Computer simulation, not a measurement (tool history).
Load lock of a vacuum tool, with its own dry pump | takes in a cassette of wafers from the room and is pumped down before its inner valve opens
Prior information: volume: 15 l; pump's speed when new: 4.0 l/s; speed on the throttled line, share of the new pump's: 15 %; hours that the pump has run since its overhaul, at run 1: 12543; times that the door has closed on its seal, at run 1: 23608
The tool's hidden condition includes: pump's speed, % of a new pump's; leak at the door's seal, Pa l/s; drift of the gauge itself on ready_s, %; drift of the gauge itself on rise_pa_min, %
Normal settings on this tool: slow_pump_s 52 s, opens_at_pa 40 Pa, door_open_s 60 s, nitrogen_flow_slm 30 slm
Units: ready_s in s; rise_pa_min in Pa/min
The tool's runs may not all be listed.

| run | hour | slow_pump_s | opens_at_pa | door_open_s | nitrogen_flow_slm | hours that the pump has run since its overhaul | times that the door has closed on its seal | incoming humidity of the room's air, % | ready_s | rise_pa_min |
|---|---|---|---|---|---|---|---|---|---|---|
| 1 | 0 | 52 | 40 | 60 | 30 | 12543 | 23608 | 44.1 | 74.3 | 0.04 |
| 2 | 161.7 | 52 | 40 | 98 | 30 | 12704 | 24127 | 44.9 | 73.4 | 0.061 |
| 3 | 444.4 | 52 | 40 | 98 | 30 | 12987 | 25034 | 44 | 73.8 | 0.057 |
| 4 | 745.7 | 52 | 40 | 98 | 30 | 13288 | 26002 | 44.9 | 73.1 | 0.055 |
| 5 | 1056.9 | 52 | 40 | 98 | 10 | 13599 | 27000 | 41.9 | 73.9 | 0.088 |
| 6 | 1300.5 | 52 | 66 | 60 | 30 | 13843 | 27783 | 46.3 | 71.5 | 0.036 |
| 7 | 1643.8 | 52 | 66 | 60 | 30 | 14186 | 28885 | 43.8 | 72.6 | 0.042 |
| 8 | 1949.9 | 52 | 58 | 60 | 30 | 14493 | 29867 | 43.2 | 71.1 | 0.038 |
| 9 | 2179.7 | 52 | 58 | 60 | 30 | 14722 | 30604 | 42.9 | 72.2 | 0.046 |
| 10 | 2432.1 | 52 | 40 | 60 | 30 | 14975 | 31415 | 43.6 | 72.9 | 0.043 |
| 11 | 2760.2 | 52 | 29 | 60 | 41 | 15303 | 32468 | 44.1 | 74.8 | 0.042 |
| 12 | 2910.8 | 52 | 29 | 60 | 41 | 15453 | 32951 | 42.3 | 75.3 | 0.036 |
| 13 | 3180.1 | 58 | 58 | 93 | 5 | 15723 | 33816 | 42.5 | 77.6 | 0.109 |
| 14 | 3322.3 | 28 | 58 | 156 | 5 | 15865 | 34272 | 41.2 | 51.5 | 0.145 |
| 15 | 3553.1 | 28 | 58 | 156 | 5 | 16096 | 35013 | 46.2 | 52.3 | 0.156 |
| 16 | 3828 | 54 | 77 | 60 | 30 | 16371 | 35896 | 42.5 | 72.5 | 0.043 |
| 17 | 4119 | 52 | 76 | 60 | 30 | 16662 | 36830 | 43 | 71.2 | 0.038 |
| 18 | 4333.4 | 33 | 76 | 161 | 30 | 16876 | 37518 | 43.7 | 54.9 | 0.073 |
| 19 | 4567.9 | 45 | 56 | 31 | 30 | 17111 | 38271 | 45 | 66.5 | 0.041 |
| 20 | 4830.8 | 75 | 44 | 31 | 14 | 17373 | 39115 | 47.2 | 93 | 0.044 |

4 ways to go on from here, each from the tool as it stands after run 20. What would each give?
| A | 5095.2 | 71 | 55 | 60 | 9 | 17638 | 39963 | 47.6 | ? | ? |
| B | 5095.2 | 52 | 40 | 60 | 11 | 17638 | 39963 | 44.5 | ? | ? |
| C | 5095.2 | 44 | 40 | 35 | 30 | 17638 | 39963 | 44.4 | ? | ? |
| D | 5095.2 | 36 | 40 | 60 | 30 | 17638 | 39963 | 44.2 | ? | ? |

| run | ready_s | rise_pa_min |
|---|---|---|
| A | 87.8 | 0.075 |
| B | 73.4 | 0.064 |
| C | 66.9 | 0.032 |
| D | 60.3 | 0.043 |
Without the tool's unlogged condition, the same runs would have read:
| run | ready_s | rise_pa_min |
|---|---|---|
| A | 87.8 | 0.074 |
| B | 73.4 | 0.062 |
| C | 66.9 | 0.031 |
| D | 60.2 | 0.042 |
